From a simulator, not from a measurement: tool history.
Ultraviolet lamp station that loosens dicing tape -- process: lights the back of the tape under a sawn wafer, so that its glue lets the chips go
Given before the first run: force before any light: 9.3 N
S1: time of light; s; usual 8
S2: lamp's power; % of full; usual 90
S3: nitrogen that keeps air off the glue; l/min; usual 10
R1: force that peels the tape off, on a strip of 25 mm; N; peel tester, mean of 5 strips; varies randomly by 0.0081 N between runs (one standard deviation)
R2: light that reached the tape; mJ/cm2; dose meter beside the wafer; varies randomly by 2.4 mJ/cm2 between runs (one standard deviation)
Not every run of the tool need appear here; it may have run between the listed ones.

run,hour,S1,S2,S3,R1,R2
1,0,8,90,10,0.316,265
2,13.5,8,90,10,0.334,262
3,25.7,8,90,4,0.603,260
4,33.1,8,90,4,0.585,257
5,46.7,8,90,4,0.604,262
6,57.3,8,90,19,0.261,256
7,67.7,8,90,19,0.251,256
8,80.4,8,90,10,0.319,260
9,92.8,8,90,10,0.327,264
10,102,8,90,10,0.325,262
11,113.2,8,90,10,0.319,260
12,125.5,8,67,10,0.568,193
13,136.9,8,67,10,0.541,192
14,144.8,16,90,10,0.224,527
15,154.8,16,90,10,0.223,520
16,167.6,8,91,10,0.321,268
17,174.4,8,83,5,0.622,235
18,182.3,8,83,5,0.619,241
19,191.8,8,83,5,0.599,240
20,203.5,8,90,5,0.517,262
21,215.8,12,76,7,0.284,330
22,223.9,5,93,10,0.737,168
23,230.3,5,93,10,0.72,168
24,241.8,5,93,10,0.754,168
25,249,5,90,10,0.767,166
26,254.7,10,68,6,0.496,250
27,265.6,10,72,6,0.443,264

Between the runs listed above, the log contained 1 entry, not reproduced here. Where in the sequence does each belong, and how does what the log doesn't record of the tool's condition differ from the listed run before to the listed run after?
In the gap between runs 16 and 17: window cleaned of glue's vapour (hour 174.4)
  no hidden state differs between the two runs
